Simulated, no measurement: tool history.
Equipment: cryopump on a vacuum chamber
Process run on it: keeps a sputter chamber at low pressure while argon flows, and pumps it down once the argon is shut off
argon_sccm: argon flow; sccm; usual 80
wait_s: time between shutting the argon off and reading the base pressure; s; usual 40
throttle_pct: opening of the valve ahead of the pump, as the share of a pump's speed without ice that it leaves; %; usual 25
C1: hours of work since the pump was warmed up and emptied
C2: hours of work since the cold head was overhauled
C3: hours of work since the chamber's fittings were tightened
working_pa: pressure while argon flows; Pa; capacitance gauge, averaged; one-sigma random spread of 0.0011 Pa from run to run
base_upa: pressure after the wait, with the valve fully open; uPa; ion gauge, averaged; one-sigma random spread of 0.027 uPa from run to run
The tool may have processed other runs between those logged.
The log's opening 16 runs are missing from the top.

{"run": 17, "hour": 204.1, "argon_sccm": 80, "wait_s": 40, "throttle_pct": 25, "C1": 261, "C2": 261, "C3": 1209, "working_pa": 0.2528, "base_upa": 2.33}
{"run": 18, "hour": 213.8, "argon_sccm": 49, "wait_s": 45, "throttle_pct": 25, "C1": 269, "C2": 269, "C3": 1216, "working_pa": 0.1532, "base_upa": 2.19}
{"run": 19, "hour": 231.9, "argon_sccm": 64, "wait_s": 50, "throttle_pct": 25, "C1": 282, "C2": 282, "C3": 1230, "working_pa": 0.2004, "base_upa": 2.13}
{"run": 20, "hour": 249.6, "argon_sccm": 88, "wait_s": 33, "throttle_pct": 36, "C1": 296, "C2": 296, "C3": 1244, "working_pa": 0.1936, "base_upa": 2.64}
{"run": 21, "hour": 264.5, "argon_sccm": 88, "wait_s": 33, "throttle_pct": 36, "C1": 307, "C2": 307, "C3": 1255, "working_pa": 0.1934, "base_upa": 2.58}
{"run": 22, "hour": 274.0, "argon_sccm": 88, "wait_s": 33, "throttle_pct": 36, "C1": 315, "C2": 315, "C3": 1262, "working_pa": 0.1927, "base_upa": 2.58}
{"run": 23, "hour": 284.3, "argon_sccm": 88, "wait_s": 35, "throttle_pct": 36, "C1": 323, "C2": 323, "C3": 1270, "working_pa": 0.192, "base_upa": 2.57}
{"run": 24, "hour": 298.4, "argon_sccm": 102, "wait_s": 96, "throttle_pct": 31, "C1": 333, "C2": 333, "C3": 1281, "working_pa": 0.2588, "base_upa": 1.8}
{"run": 25, "hour": 312.6, "argon_sccm": 44, "wait_s": 96, "throttle_pct": 29, "C1": 344, "C2": 344, "C3": 1292, "working_pa": 0.119, "base_upa": 1.87}
{"run": 26, "hour": 327.2, "argon_sccm": 41, "wait_s": 101, "throttle_pct": 23, "C1": 355, "C2": 355, "C3": 1303, "working_pa": 0.1391, "base_upa": 1.84}
{"run": 27, "hour": 340.4, "argon_sccm": 41, "wait_s": 101, "throttle_pct": 23, "C1": 365, "C2": 365, "C3": 1313, "working_pa": 0.1412, "base_upa": 1.79}
{"run": 28, "hour": 352.9, "argon_sccm": 98, "wait_s": 44, "throttle_pct": 32, "C1": 375, "C2": 375, "C3": 1322, "working_pa": 0.2412, "base_upa": 2.35}
{"run": 29, "hour": 360.2, "argon_sccm": 46, "wait_s": 58, "throttle_pct": 21, "C1": 381, "C2": 381, "C3": 1328, "working_pa": 0.1726, "base_upa": 2.18}
{"run": 30, "hour": 376.2, "argon_sccm": 46, "wait_s": 58, "throttle_pct": 21, "C1": 393, "C2": 393, "C3": 1340, "working_pa": 0.1717, "base_upa": 2.16}

Forecast run 31:
{"run": 31, "hour": 391.9, "argon_sccm": 97, "wait_s": 197, "throttle_pct": 41, "C1": 405, "C2": 405, "C3": 1352, "working_pa": "?", "base_upa": "?"}

{"run 31": {"working_pa": 0.1876, "base_upa": 1.67}}
Minus the tool's unlogged condition, the same run would have read working_pa 0.1826 Pa, base_upa 0.35 uPa.
